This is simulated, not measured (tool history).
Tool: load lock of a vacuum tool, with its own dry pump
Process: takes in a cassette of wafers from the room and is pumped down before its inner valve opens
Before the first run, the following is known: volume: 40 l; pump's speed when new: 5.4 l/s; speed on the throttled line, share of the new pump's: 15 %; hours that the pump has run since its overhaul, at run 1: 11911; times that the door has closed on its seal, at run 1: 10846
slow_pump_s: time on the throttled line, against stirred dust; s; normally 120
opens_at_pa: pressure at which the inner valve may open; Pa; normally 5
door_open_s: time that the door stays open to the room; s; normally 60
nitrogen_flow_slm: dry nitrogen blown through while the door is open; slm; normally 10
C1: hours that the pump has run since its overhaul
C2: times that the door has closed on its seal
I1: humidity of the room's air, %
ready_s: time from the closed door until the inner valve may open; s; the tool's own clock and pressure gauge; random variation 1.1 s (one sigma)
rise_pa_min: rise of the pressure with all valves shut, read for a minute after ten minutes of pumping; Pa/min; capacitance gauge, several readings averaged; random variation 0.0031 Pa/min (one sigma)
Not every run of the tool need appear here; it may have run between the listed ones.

{"run": 1, "day": 0.0, "slow_pump_s": 120, "opens_at_pa": 5, "door_open_s": 60, "nitrogen_flow_slm": 10, "C1": 11911, "C2": 10846, "I1": 45.4, "ready_s": 184.9, "rise_pa_min": 0.091}
{"run": 2, "day": 12.454, "slow_pump_s": 120, "opens_at_pa": 10, "door_open_s": 60, "nitrogen_flow_slm": 10, "C1": 12210, "C2": 12166, "I1": 46.0, "ready_s": 182.0, "rise_pa_min": 0.093}
{"run": 3, "day": 22.546, "slow_pump_s": 120, "opens_at_pa": 5, "door_open_s": 60, "nitrogen_flow_slm": 10, "C1": 12453, "C2": 13235, "I1": 44.9, "ready_s": 187.1, "rise_pa_min": 0.099}
{"run": 4, "day": 34.883, "slow_pump_s": 120, "opens_at_pa": 5, "door_open_s": 60, "nitrogen_flow_slm": 10, "C1": 12749, "C2": 14542, "I1": 41.8, "ready_s": 187.5, "rise_pa_min": 0.095}
{"run": 5, "day": 42.862, "slow_pump_s": 120, "opens_at_pa": 5, "door_open_s": 60, "nitrogen_flow_slm": 10, "C1": 12940, "C2": 15388, "I1": 44.8, "ready_s": 190.9, "rise_pa_min": 0.1}
{"run": 6, "day": 51.617, "slow_pump_s": 120, "opens_at_pa": 5, "door_open_s": 60, "nitrogen_flow_slm": 10, "C1": 13150, "C2": 16315, "I1": 45.4, "ready_s": 187.6, "rise_pa_min": 0.105}
{"day": 52.733, "done": "dry pump taken out, an overhauled one fitted"}
{"run": 7, "day": 65.388, "slow_pump_s": 120, "opens_at_pa": 5, "door_open_s": 60, "nitrogen_flow_slm": 10, "C1": 304, "C2": 17748, "I1": 44.3, "ready_s": 176.7, "rise_pa_min": 0.108}
{"run": 8, "day": 76.296, "slow_pump_s": 120, "opens_at_pa": 5, "door_open_s": 60, "nitrogen_flow_slm": 10, "C1": 565, "C2": 18904, "I1": 48.8, "ready_s": 175.8, "rise_pa_min": 0.123}
{"run": 9, "day": 90.2, "slow_pump_s": 120, "opens_at_pa": 5, "door_open_s": 60, "nitrogen_flow_slm": 10, "C1": 899, "C2": 20377, "I1": 46.6, "ready_s": 176.7, "rise_pa_min": 0.124}
{"run": 10, "day": 98.158, "slow_pump_s": 75, "opens_at_pa": 7, "door_open_s": 67, "nitrogen_flow_slm": 20, "C1": 1090, "C2": 21220, "I1": 42.2, "ready_s": 136.9, "rise_pa_min": 0.115}
{"run": 11, "day": 109.062, "slow_pump_s": 120, "opens_at_pa": 8, "door_open_s": 50, "nitrogen_flow_slm": 10, "C1": 1352, "C2": 22376, "I1": 47.9, "ready_s": 174.6, "rise_pa_min": 0.129}
{"run": 12, "day": 116.962, "slow_pump_s": 120, "opens_at_pa": 5, "door_open_s": 48, "nitrogen_flow_slm": 31, "C1": 1541, "C2": 23213, "I1": 47.1, "ready_s": 178.2, "rise_pa_min": 0.116}
{"run": 13, "day": 124.433, "slow_pump_s": 120, "opens_at_pa": 5, "door_open_s": 48, "nitrogen_flow_slm": 31, "C1": 1721, "C2": 24004, "I1": 43.3, "ready_s": 177.3, "rise_pa_min": 0.115}
{"run": 14, "day": 137.742, "slow_pump_s": 120, "opens_at_pa": 5, "door_open_s": 48, "nitrogen_flow_slm": 31, "C1": 2040, "C2": 25414, "I1": 46.9, "ready_s": 178.3, "rise_pa_min": 0.125}
{"run": 15, "day": 148.25, "slow_pump_s": 73, "opens_at_pa": 5, "door_open_s": 48, "nitrogen_flow_slm": 31, "C1": 2292, "C2": 26528, "I1": 45.2, "ready_s": 139.2, "rise_pa_min": 0.124}

5 options for the next run, each taken on its own from the tool as it stands now. Forecast them:
{"run": "A", "day": 159.95, "slow_pump_s": 120, "opens_at_pa": 5, "door_open_s": 60, "nitrogen_flow_slm": 18, "C1": 2573, "C2": 27768, "I1": 47.1, "ready_s": "?", "rise_pa_min": "?"}
{"run": "B", "day": 159.95, "slow_pump_s": 135, "opens_at_pa": 7, "door_open_s": 60, "nitrogen_flow_slm": 10, "C1": 2573, "C2": 27768, "I1": 46.8, "ready_s": "?", "rise_pa_min": "?"}
{"run": "C", "day": 159.95, "slow_pump_s": 236, "opens_at_pa": 5, "door_open_s": 48, "nitrogen_flow_slm": 31, "C1": 2573, "C2": 27768, "I1": 44.2, "ready_s": "?", "rise_pa_min": "?"}
{"run": "D", "day": 159.95, "slow_pump_s": 73, "opens_at_pa": 5, "door_open_s": 25, "nitrogen_flow_slm": 22, "C1": 2573, "C2": 27768, "I1": 45.4, "ready_s": "?", "rise_pa_min": "?"}
{"run": "E", "day": 159.95, "slow_pump_s": 184, "opens_at_pa": 5, "door_open_s": 60, "nitrogen_flow_slm": 6, "C1": 2573, "C2": 27768, "I1": 44.5, "ready_s": "?", "rise_pa_min": "?"}

run=A ready_s=179.2 rise_pa_min=0.151
run=B ready_s=188.1 rise_pa_min=0.158
run=C ready_s=279.2 rise_pa_min=0.136
run=D ready_s=137.1 rise_pa_min=0.125
run=E ready_s=236.0 rise_pa_min=0.160
With no hidden state in the tool, these same runs would have given:
run=A ready_s=177.5 rise_pa_min=0.056
run=B ready_s=186.6 rise_pa_min=0.062
run=C ready_s=278.1 rise_pa_min=0.041
run=D ready_s=135.3 rise_pa_min=0.030
run=E ready_s=234.4 rise_pa_min=0.065

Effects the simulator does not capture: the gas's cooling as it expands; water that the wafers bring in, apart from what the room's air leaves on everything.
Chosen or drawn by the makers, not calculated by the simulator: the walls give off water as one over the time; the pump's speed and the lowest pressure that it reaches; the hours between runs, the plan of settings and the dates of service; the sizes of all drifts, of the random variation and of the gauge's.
